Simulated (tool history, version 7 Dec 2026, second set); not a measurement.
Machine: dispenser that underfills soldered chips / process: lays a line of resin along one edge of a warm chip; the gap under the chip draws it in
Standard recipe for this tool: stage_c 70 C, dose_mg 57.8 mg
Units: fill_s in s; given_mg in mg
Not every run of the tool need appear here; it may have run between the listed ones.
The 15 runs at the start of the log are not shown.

run,day,stage_c,dose_mg,hours of work since the syringe was changed,hours of work since the valve was cleaned,hours of work since the stage was calibrated,fill_s,given_mg
16,2.679,73,57.8,3,33,92,46.7,56.42
17,2.825,57,57.8,5,35,94,121.4,56.56
# day 2.862: new syringe of resin
18,3.071,69,57.8,3,38,98,61.4,56.36
19,3.183,69,57.8,5,40,99,67.4,55.81
# day 3.229: new syringe of resin
20,3.433,63,63.4,3,44,103,80.7,61.30
# day 3.592: new syringe of resin
21,3.617,63,63.4,0,46,106,70.9,61.31
22,3.804,78,62.2,3,49,108,38.7,59.49
# day 3.946: new syringe of resin
23,3.971,80,68.9,0,51,111,30.1,66.61
24,4.142,76,63.0,3,54,113,42.7,60.08
25,4.275,76,63.0,5,56,115,48.3,60.49
# day 4.308: new syringe of resin
26,4.525,65,49.3,3,59,119,77.9,47.31
# day 4.675: new syringe of resin
27,4.679,66,55.2,0,61,121,59.1,52.60
28,4.846,66,55.2,3,64,123,67.6,52.52
29,4.975,64,52.3,5,66,125,86.2,50.09
# day 5.038: new syringe of resin
30,5.096,64,52.3,1,67,127,66.5,49.66
31,5.312,70,70.0,4,71,130,60.7,66.26
# day 5.396: new syringe of resin
32,5.517,69,66.9,2,74,133,55.4,63.59
33,5.700,58,55.0,5,76,136,119.1,51.88
# day 5.771: new syringe of resin
34,5.875,58,55.0,2,79,138,95.3,51.90
35,6.008,68,63.0,4,81,140,64.4,59.51

Branching from run 35: 3 alternative next runs. What would each branch give?
# day 6.138: new syringe of resin
A,6.229,68,49.5,1,84,143,?,?
# day 6.138: new syringe of resin
B,6.229,70,67.4,1,84,143,?,?
# day 6.138: new syringe of resin
C,6.229,55,60.4,1,84,143,?,?

run,fill_s,given_mg
A,59.1,46.48
B,51.7,63.55
C,110.8,56.89
With the hidden condition removed and each run's random variation left untouched, the same runs would have given:
run,fill_s,given_mg
A,52.1,49.52
B,46.1,67.71
C,98.3,60.61
